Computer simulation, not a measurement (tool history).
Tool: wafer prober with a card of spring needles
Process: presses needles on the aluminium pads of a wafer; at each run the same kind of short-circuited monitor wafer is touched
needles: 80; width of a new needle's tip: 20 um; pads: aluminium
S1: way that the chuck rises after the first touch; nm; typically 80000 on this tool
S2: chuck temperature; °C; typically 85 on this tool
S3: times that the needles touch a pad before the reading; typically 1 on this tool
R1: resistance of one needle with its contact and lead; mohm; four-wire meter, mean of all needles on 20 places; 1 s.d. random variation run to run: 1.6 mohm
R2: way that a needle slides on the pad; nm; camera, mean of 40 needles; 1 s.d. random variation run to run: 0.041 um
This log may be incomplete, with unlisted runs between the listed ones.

run	day	S1	S2	S3	R1	R2
1	0	80000	85	1	162	9790
# day 0.146: tips cleaned on abrasive film
# day 0.438: tips cleaned on abrasive film
# day 0.725: tips cleaned on abrasive film
# day 1.012: tips cleaned on abrasive film
# day 1.304: tips cleaned on abrasive film
2	1.562	63000	85	1	169	7750
# day 1.638: tips cleaned on abrasive film
# day 1.925: tips cleaned on abrasive film
# day 2.217: tips cleaned on abrasive film
# day 2.504: tips cleaned on abrasive film
# day 2.867: tips cleaned on abrasive film
# day 3.154: tips cleaned on abrasive film
# day 3.442: tips cleaned on abrasive film
# day 3.75: tips cleaned on abrasive film
3	3.75	63000	85	1	166	7790
# day 4.108: tips cleaned on abrasive film
# day 4.4: tips cleaned on abrasive film
# day 4.688: tips cleaned on abrasive film
# day 4.975: tips cleaned on abrasive film
# day 5.267: tips cleaned on abrasive film
# day 5.554: tips cleaned on abrasive film
# day 5.846: tips cleaned on abrasive film
4	5.854	63000	85	1	165	7730
# day 6.142: tips cleaned on abrasive film
# day 6.433: tips cleaned on abrasive film
# day 6.721: tips cleaned on abrasive film
# day 7.083: tips cleaned on abrasive film
# day 7.371: tips cleaned on abrasive film
# day 7.729: tips cleaned on abrasive film
# day 8.083: tips cleaned on abrasive film
5	8.083	63000	85	1	169	7780
# day 8.375: tips cleaned on abrasive film
# day 8.662: tips cleaned on abrasive film
# day 8.954: tips cleaned on abrasive film
# day 9.242: tips cleaned on abrasive film
# day 9.604: tips cleaned on abrasive film
6	9.875	63000	56	1	162	7800
# day 9.95: tips cleaned on abrasive film
# day 10.238: tips cleaned on abrasive film
# day 10.529: tips cleaned on abrasive film
# day 10.888: tips cleaned on abrasive film
# day 11.25: tips cleaned on abrasive film
7	11.421	80000	85	2	163	9970
# day 11.567: tips cleaned on abrasive film
# day 12.067: card fitted with new needles
# day 12.358: tips cleaned on abrasive film
# day 12.646: tips cleaned on abrasive film
8	12.9	80000	85	2	166	9910
# day 12.975: tips cleaned on abrasive film
# day 13.262: tips cleaned on abrasive film
# day 13.55: tips cleaned on abrasive film
# day 13.842: tips cleaned on abrasive film
# day 14.2: tips cleaned on abrasive film
# day 14.492: tips cleaned on abrasive film
# day 14.85: tips cleaned on abrasive film
9	14.925	80000	85	1	166	9850
# day 15.146: tips cleaned on abrasive film
# day 15.433: tips cleaned on abrasive film
# day 15.721: tips cleaned on abrasive film
# day 16.012: tips cleaned on abrasive film
10	16.067	80000	85	1	162	9900
# day 16.358: tips cleaned on abrasive film
# day 16.646: tips cleaned on abrasive film
# day 16.938: tips cleaned on abrasive film
# day 17.225: tips cleaned on abrasive film
11	17.5	80000	85	1	166	10060
# day 17.575: tips cleaned on abrasive film
# day 17.862: tips cleaned on abrasive film
# day 18.225: tips cleaned on abrasive film
# day 18.512: tips cleaned on abrasive film
# day 18.875: tips cleaned on abrasive film
12	19.008	80000	85	1	163	10020
# day 19.225: tips cleaned on abrasive film
# day 19.517: tips cleaned on abrasive film
# day 19.875: tips cleaned on abrasive film
# day 20.167: tips cleaned on abrasive film
# day 20.454: tips cleaned on abrasive film
# day 20.746: tips cleaned on abrasive film
13	20.917	91000	51	2	155	11330
# day 21.062: tips cleaned on abrasive film
# day 21.354: tips cleaned on abrasive film
# day 21.642: tips cleaned on abrasive film
# day 22.004: tips cleaned on abrasive film
14	22.162	91000	51	2	156	11310
# day 22.308: tips cleaned on abrasive film
# day 22.6: tips cleaned on abrasive film
# day 22.958: tips cleaned on abrasive film
# day 23.321: tips cleaned on abrasive film
# day 23.608: tips cleaned on abrasive film
# day 23.971: tips cleaned on abrasive film
# day 24.329: tips cleaned on abrasive film
15	24.417	66000	35	2	155	8270
# day 24.633: tips cleaned on abrasive film
# day 24.925: tips cleaned on abrasive film
# day 25.283: tips cleaned on abrasive film
# day 25.575: tips cleaned on abrasive film
# day 25.862: tips cleaned on abrasive film
16	25.867	66000	35	2	158	8330
# day 26.025: height of the first contact set anew
# day 26.171: tips cleaned on abrasive film
# day 26.458: tips cleaned on abrasive film
# day 26.75: tips cleaned on abrasive film
17	26.808	80000	86	3	162	10030
# day 27.1: tips cleaned on abrasive film
# day 27.458: tips cleaned on abrasive film
# day 27.821: tips cleaned on abrasive film
# day 28.108: tips cleaned on abrasive film
# day 28.471: tips cleaned on abrasive film
# day 28.829: tips cleaned on abrasive film
18	28.829	97000	56	2	158	12220
# day 29.192: tips cleaned on abrasive film
# day 29.333: gauge calibrated
# day 29.55: tips cleaned on abrasive film
# day 29.912: tips cleaned on abrasive film
# day 30.271: tips cleaned on abrasive film
19	30.533	84000	31	2	152	10380
# day 30.608: tips cleaned on abrasive film
# day 30.896: tips cleaned on abrasive film
# day 31.188: tips cleaned on abrasive film
# day 31.475: tips cleaned on abrasive film
20	31.696	84000	31	2	152	10420
# day 31.771: tips cleaned on abrasive film
# day 32.058: tips cleaned on abrasive film
# day 32.346: tips cleaned on abrasive film
# day 32.708: tips cleaned on abrasive film
# day 32.996: tips cleaned on abrasive film
# day 33.288: tips cleaned on abrasive film
# day 33.575: tips cleaned on abrasive film
# day 33.867: tips cleaned on abrasive film
21	33.946	86000	85	1	164	10650
# day 34.162: tips cleaned on abrasive film
# day 34.454: tips cleaned on abrasive film
# day 34.742: tips cleaned on abrasive film
# day 35.104: tips cleaned on abrasive film
# day 35.392: tips cleaned on abrasive film
# day 35.733: tips cleaned on abrasive film
22	35.733	86000	85	1	162	10640
# day 36.096: tips cleaned on abrasive film
# day 36.383: tips cleaned on abrasive film
# day 36.675: tips cleaned on abrasive film
# day 37.033: tips cleaned on abrasive film
# day 37.325: tips cleaned on abrasive film
# day 37.612: tips cleaned on abrasive film
23	37.746	70000	85	1	166	8670
# day 37.962: tips cleaned on abrasive film
# day 38.254: tips cleaned on abrasive film
# day 38.542: tips cleaned on abrasive film
# day 38.904: tips cleaned on abrasive film
# day 39.192: tips cleaned on abrasive film
# day 39.479: tips cleaned on abrasive film
24	39.708	82000	85	1	162	10160

Forecast each of these 3 alternatives for the next run:
# day 39.783: tips cleaned on abrasive film
# day 40.012: height of the first contact set anew
# day 40.088: tips cleaned on abrasive film
# day 40.375: tips cleaned on abrasive film
# day 40.662: tips cleaned on abrasive film
# day 40.954: tips cleaned on abrasive film
# day 41.242: tips cleaned on abrasive film
A	41.367	82000	62	1	?	?
# day 39.783: tips cleaned on abrasive film
# day 40.012: height of the first contact set anew
# day 40.088: tips cleaned on abrasive film
# day 40.375: tips cleaned on abrasive film
# day 40.662: tips cleaned on abrasive film
# day 40.954: tips cleaned on abrasive film
# day 41.242: tips cleaned on abrasive film
B	41.367	61000	85	3	?	?
# day 39.783: tips cleaned on abrasive film
# day 40.012: height of the first contact set anew
# day 40.088: tips cleaned on abrasive film
# day 40.375: tips cleaned on abrasive film
# day 40.662: tips cleaned on abrasive film
# day 40.954: tips cleaned on abrasive film
# day 41.242: tips cleaned on abrasive film
C	41.367	80000	75	3	?	?

run	R1	R2
A	159	10240
B	166	7540
C	160	9960
Without the tool's unlogged condition, the same runs would have read:
run	R1	R2
A	159	10150
B	166	7470
C	160	9860

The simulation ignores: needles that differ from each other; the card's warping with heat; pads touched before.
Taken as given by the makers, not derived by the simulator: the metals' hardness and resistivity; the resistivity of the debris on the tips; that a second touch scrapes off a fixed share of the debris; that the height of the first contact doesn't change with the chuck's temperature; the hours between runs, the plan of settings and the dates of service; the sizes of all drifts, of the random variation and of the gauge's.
